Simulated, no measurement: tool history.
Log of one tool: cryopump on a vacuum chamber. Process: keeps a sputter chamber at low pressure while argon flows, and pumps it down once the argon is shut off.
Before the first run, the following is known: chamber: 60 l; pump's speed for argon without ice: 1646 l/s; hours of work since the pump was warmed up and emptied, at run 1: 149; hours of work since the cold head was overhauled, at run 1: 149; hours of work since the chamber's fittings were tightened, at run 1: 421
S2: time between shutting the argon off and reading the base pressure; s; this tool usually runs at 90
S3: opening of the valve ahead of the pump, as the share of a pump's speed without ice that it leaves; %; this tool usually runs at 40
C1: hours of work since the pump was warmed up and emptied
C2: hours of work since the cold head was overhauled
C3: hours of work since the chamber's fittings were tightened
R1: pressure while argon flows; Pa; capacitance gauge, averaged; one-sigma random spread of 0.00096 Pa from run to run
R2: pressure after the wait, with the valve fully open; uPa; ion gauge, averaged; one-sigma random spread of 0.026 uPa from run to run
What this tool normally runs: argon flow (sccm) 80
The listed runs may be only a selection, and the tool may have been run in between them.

Run 1, hour 0.0: usual settings; C1 149; C2 149; C3 421. Result: R1 0.2089 Pa, R2 1.53 uPa.
Run 2, hour 11.9: usual settings; C1 155; C2 155; C3 427. Result: R1 0.2087 Pa, R2 1.56 uPa.
Run 3, hour 27.4: usual settings but argon flow (sccm) 63; C1 163; C2 163; C3 435. Result: R1 0.1647 Pa, R2 1.52 uPa.
Run 4, hour 44.7: usual settings; C1 172; C2 172; C3 444. Result: R1 0.2080 Pa, R2 1.59 uPa.
Run 5, hour 58.1: usual settings; C1 179; C2 179; C3 451. Result: R1 0.2065 Pa, R2 1.65 uPa.
Run 6, hour 70.3: usual settings; C1 186; C2 186; C3 458. Result: R1 0.2086 Pa, R2 1.60 uPa.
Run 7, hour 84.6: usual settings but argon flow (sccm) 34, S2 20 s, S3 24 %; C1 193; C2 193; C3 465. Result: R1 0.1467 Pa, R2 4.99 uPa.
Run 8, hour 97.9: usual settings but argon flow (sccm) 76, S2 286 s, S3 20 %; C1 200; C2 200; C3 472. Result: R1 0.3951 Pa, R2 0.93 uPa.
Run 9, hour 110.4: usual settings but argon flow (sccm) 76, S2 286 s, S3 20 %; C1 206; C2 206; C3 478. Result: R1 0.3925 Pa, R2 0.93 uPa.
Run 10, hour 121.1: usual settings but argon flow (sccm) 76, S2 286 s, S3 20 %; C1 212; C2 212; C3 484. Result: R1 0.3918 Pa, R2 0.95 uPa.
Run 11, hour 135.9: usual settings but argon flow (sccm) 124, S2 24 s, S3 23 %; C1 220; C2 220; C3 491. Result: R1 0.5618 Pa, R2 4.29 uPa.
Run 12, hour 145.5: usual settings but argon flow (sccm) 124, S2 24 s, S3 23 %; C1 224; C2 224; C3 496. Result: R1 0.5617 Pa, R2 4.43 uPa.

Forecast each of these 4 alternatives for the next run:
Run A, hour 162.8: usual settings but argon flow (sccm) 104; C1 233; C2 233; C3 505. Result: R1 ?, R2 ?.
Run B, hour 162.8: usual settings but S2 20 s, S3 27 %; C1 233; C2 233; C3 505. Result: R1 ?, R2 ?.
Run C, hour 162.8: usual settings but S2 254 s, S3 22 %; C1 233; C2 233; C3 505. Result: R1 ?, R2 ?.
Run D, hour 162.8: usual settings but S3 57 %; C1 233; C2 233; C3 505. Result: R1 ?, R2 ?.

run      R1    R2
  A  0.2707  1.60
  B  0.3069  4.83
  C  0.3779  1.01
  D  0.1468  1.62
With the hidden condition removed and each run's random variation left untouched, the same runs would have given:
run      R1    R2
  A  0.2657  1.12
  B  0.3030  4.35
  C  0.3740  0.51
  D  0.1429  1.12
